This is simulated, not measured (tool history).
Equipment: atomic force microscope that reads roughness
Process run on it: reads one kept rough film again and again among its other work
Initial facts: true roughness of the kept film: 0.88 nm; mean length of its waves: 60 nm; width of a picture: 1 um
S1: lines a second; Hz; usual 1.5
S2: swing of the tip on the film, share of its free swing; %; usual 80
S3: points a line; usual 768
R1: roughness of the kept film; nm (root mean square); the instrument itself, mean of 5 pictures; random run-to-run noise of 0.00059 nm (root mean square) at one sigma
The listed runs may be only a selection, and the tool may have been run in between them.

Run 1, hour 0: usual settings. Result: R1 0.7433 nm (root mean square).
Run 2, hour 12: usual settings. Result: R1 0.7437 nm (root mean square).
At hour 17.9: new tip fitted.
Run 3, hour 21.2: usual settings but S3 770. Result: R1 0.7448 nm (root mean square).
Run 4, hour 30.8: usual settings but S1 3.28 Hz. Result: R1 0.6346 nm (root mean square).
Run 5, hour 45.7: usual settings but S1 3.28 Hz. Result: R1 0.6348 nm (root mean square).
Run 6, hour 62: usual settings. Result: R1 0.7438 nm (root mean square).
Run 7, hour 77.7: usual settings but S3 495. Result: R1 0.7435 nm (root mean square).
Run 8, hour 89.3: usual settings but S1 0.89 Hz. Result: R1 0.7914 nm (root mean square).
Run 9, hour 100.6: usual settings but S1 0.89 Hz. Result: R1 0.792 nm (root mean square).
Run 10, hour 113: usual settings but S1 1.79 Hz. Result: R1 0.7243 nm (root mean square).
Run 11, hour 123.5: usual settings but S1 1.79 Hz. Result: R1 0.7242 nm (root mean square).
Run 12, hour 131.8: usual settings but S1 1.79 Hz, S2 78 %. Result: R1 0.736 nm (root mean square).
Run 13, hour 146.4: usual settings but S1 1.79 Hz, S2 78 %. Result: R1 0.7356 nm (root mean square).
Run 14, hour 158.2: usual settings but S1 1.79 Hz, S2 78 %. Result: R1 0.7354 nm (root mean square).
Run 15, hour 166.1: usual settings but S2 64 %. Result: R1 0.8137 nm (root mean square).
Run 16, hour 174: usual settings but S2 64 %. Result: R1 0.8137 nm (root mean square).
Run 17, hour 183.5: usual settings. Result: R1 0.7439 nm (root mean square).
Run 18, hour 192.8: usual settings. Result: R1 0.7437 nm (root mean square).
Run 19, hour 204.7: usual settings but S3 478. Result: R1 0.7431 nm (root mean square).
Run 20, hour 216.3: usual settings but S3 478. Result: R1 0.7432 nm (root mean square).
Run 21, hour 229.9: usual settings but S1 3.57 Hz, S2 79 %, S3 996. Result: R1 0.6286 nm (root mean square).
Run 22, hour 245: usual settings but S1 3.57 Hz, S2 79 %, S3 996. Result: R1 0.6284 nm (root mean square).
At hour 247.2: new tip fitted.
Run 23, hour 262.2: usual settings but S1 3.57 Hz, S2 79 %, S3 996. Result: R1 0.6277 nm (root mean square).
Run 24, hour 270.9: usual settings but S1 3.57 Hz, S2 79 %, S3 996. Result: R1 0.6284 nm (root mean square).
Run 25, hour 284: usual settings but S3 327. Result: R1 0.7423 nm (root mean square).
Run 26, hour 297.4: usual settings but S3 853. Result: R1 0.7446 nm (root mean square).
Run 27, hour 308.2: usual settings but S2 56 %, S3 576. Result: R1 0.8372 nm (root mean square).
Run 28, hour 319: usual settings but S1 1 Hz, S2 72 %, S3 591. Result: R1 0.8115 nm (root mean square).
Run 29, hour 336.3: usual settings but S1 1 Hz, S2 72 %, S3 591. Result: R1 0.8108 nm (root mean square).
Run 30, hour 354.2: usual settings but S1 1.77 Hz, S2 75 %, S3 259. Result: R1 0.7523 nm (root mean square).

Predict the results of run 31:
Run 31, hour 365.1: usual settings but S1 1.77 Hz, S2 75 %, S3 259. Result: R1 ?.

{"run 31": {"R1": 0.7517}}
The same run, on a tool lacking any hidden state, would have yielded R1 0.752 nm (root mean square).
